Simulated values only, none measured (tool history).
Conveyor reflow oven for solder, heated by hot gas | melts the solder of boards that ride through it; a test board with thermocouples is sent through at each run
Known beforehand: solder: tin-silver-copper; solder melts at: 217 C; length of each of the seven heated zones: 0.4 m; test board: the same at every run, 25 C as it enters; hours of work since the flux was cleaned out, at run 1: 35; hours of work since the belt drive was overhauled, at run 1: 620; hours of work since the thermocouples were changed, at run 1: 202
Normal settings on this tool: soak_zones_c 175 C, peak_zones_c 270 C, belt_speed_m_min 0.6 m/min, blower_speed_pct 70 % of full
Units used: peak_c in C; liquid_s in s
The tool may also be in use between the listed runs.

run	hour	soak_zones_c	peak_zones_c	belt_speed_m_min	blower_speed_pct	hours of work since the flux was cleaned out	hours of work since the belt drive was overhauled	hours of work since the thermocouples were changed	peak_c	liquid_s
1	0	175	270	0.6	70	35	620	202	253.2	60.9
2	90.3	175	283	0.6	70	94	680	261	265.5	67.7
# hour 153.9: belt drive overhauled, speed set with a stopwatch
3	174.8	175	270	0.6	57	147	14	314	249.6	56.7
# hour 214.4: flux residue cleaned out of gas plates and filters
4	226.3	162	270	0.6	70	8	44	345	251.2	54.4
5	277.2	162	270	0.6	70	41	78	378	251.5	54.4
6	329.4	162	270	0.6	70	76	112	413	250.8	54.4
7	417.5	162	270	0.6	64	134	170	471	249.7	52.5
# hour 476.2: flux residue cleaned out of gas plates and filters
8	479.8	162	270	0.6	70	2	208	508	251.6	54.7
9	572.5	175	270	0.6	54	63	269	569	250.3	56.6
10	624.6	175	270	0.6	54	98	303	604	250.4	57
11	713.1	175	270	0.6	54	156	361	662	249.9	56.6
# hour 727: thermocouples of zones 6 and 7 changed
# hour 744.1: flux residue cleaned out of gas plates and filters
12	780.1	175	270	0.6	54	24	401	32	249.1	56.6
13	846	175	270	0.532	70	67	444	75	256.4	72.2
14	888.3	163	270	0.6	70	95	472	103	251.6	54.4
15	960.1	175	270	0.6	70	142	519	150	252.4	60.6
# hour 1005.5: flux residue cleaned out of gas plates and filters
16	1011	166	274	0.672	65	4	550	180	249.2	48.4
17	1057.1	175	275	0.6	70	34	580	211	258.2	64.4
18	1140.5	175	270	0.6	59	89	635	265	251.1	58
19	1201.6	175	270	0.6	59	129	675	306	251.3	58.9
# hour 1269.7: flux residue cleaned out of gas plates and filters
# hour 1273.7: belt drive overhauled, speed set with a stopwatch
20	1294	175	270	0.6	59	13	13	361	252.1	58.4
21	1351.3	175	270	0.6	59	51	51	398	251.4	58.1
22	1407.2	175	270	0.6	59	88	88	435	251.3	58.1
23	1451.4	175	270	0.6	59	117	117	464	251.5	58
# hour 1533.5: flux residue cleaned out of gas plates and filters
24	1547.7	175	259	0.6	70	9	177	524	244.8	54.2
25	1594.1	175	259	0.6	70	40	208	555	245.6	54.4
26	1655.3	175	259	0.6	70	80	248	595	244.7	53.5
27	1732.8	186	265	0.514	83	131	299	646	257.9	81.7
# hour 1766.5: thermocouples of zones 6 and 7 changed
# hour 1801.7: flux residue cleaned out of gas plates and filters
28	1833.9	175	270	0.628	70	21	361	41	251.1	55.7
29	1899.1	173	274	0.6	70	64	404	84	255.9	62.1

Predict each of these 4 candidate next runs independently; none follows another, all start after run 29:
A	1994.6	175	270	0.6	52	127	466	147	?	?
B	1994.6	173	274	0.63	70	127	466	147	?	?
C	1994.6	175	270	0.535	70	127	466	147	?	?
D	1994.6	184	270	0.6	70	127	466	147	?	?

run	peak_c	liquid_s
A	248.9	55.9
B	254.1	57.6
C	256.8	71.2
D	254.4	65.3
Without the tool's unlogged condition, the same runs would have read:
run	peak_c	liquid_s
A	249	55.7
B	254.3	57.4
C	256.8	70.9
D	254.5	65
